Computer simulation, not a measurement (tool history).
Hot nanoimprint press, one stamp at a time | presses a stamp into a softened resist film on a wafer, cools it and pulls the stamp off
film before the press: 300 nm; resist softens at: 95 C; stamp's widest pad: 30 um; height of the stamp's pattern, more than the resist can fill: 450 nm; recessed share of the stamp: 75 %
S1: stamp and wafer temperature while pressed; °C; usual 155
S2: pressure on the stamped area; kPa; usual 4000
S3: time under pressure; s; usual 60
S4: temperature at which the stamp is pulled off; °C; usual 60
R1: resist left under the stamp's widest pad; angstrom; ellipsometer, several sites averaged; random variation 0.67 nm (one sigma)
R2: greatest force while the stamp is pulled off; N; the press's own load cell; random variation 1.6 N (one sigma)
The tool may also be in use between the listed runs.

run	hour	S1	S2	S3	S4	R1	R2
1	0.0	155	4000	60	60	976	190
# hour 13.8: plate thermocouple calibrated
2	16.9	155	4000	60	60	1053	205
3	27.4	155	2670	60	60	1318	205
4	46.0	155	2670	60	60	1287	206
5	56.1	155	4000	100	60	858	208
6	68.5	155	4000	60	63	1053	198
7	80.6	158	4000	60	60	909	212
# hour 95.7: stamp cleaned and given a new release coat
8	104.5	155	4000	60	60	1047	195
9	121.7	155	4000	60	60	1052	195
10	139.7	155	4000	90	60	879	199
11	155.5	155	4000	90	60	885	203
12	173.8	155	4000	90	60	883	204
13	184.0	155	4000	90	60	889	209
14	203.3	155	4000	60	52	1045	252
# hour 226.4: stamp cleaned and given a new release coat
15	227.5	155	4000	60	52	1028	233
16	240.5	155	5910	89	52	713	231
17	256.1	155	3520	60	46	1108	261
18	275.4	149	4730	60	60	1278	198
19	288.6	158	4730	49	60	876	204
20	309.8	162	3980	88	67	630	167
21	324.7	147	4000	60	60	1516	205
22	335.3	165	2430	60	60	856	205
# hour 356.8: stamp cleaned and given a new release coat
23	360.8	165	3120	82	60	643	193
24	379.9	151	3120	112	55	1104	216
25	398.4	151	3120	112	55	1105	222

The next listed run, before its measurement:
26	409.1	151	3120	112	55	?	?

{"run 26": {"R1": 1081, "R2": 224}}
Without the tool's hidden state the same run would have given R1 1154 angstrom, R2 220 N.
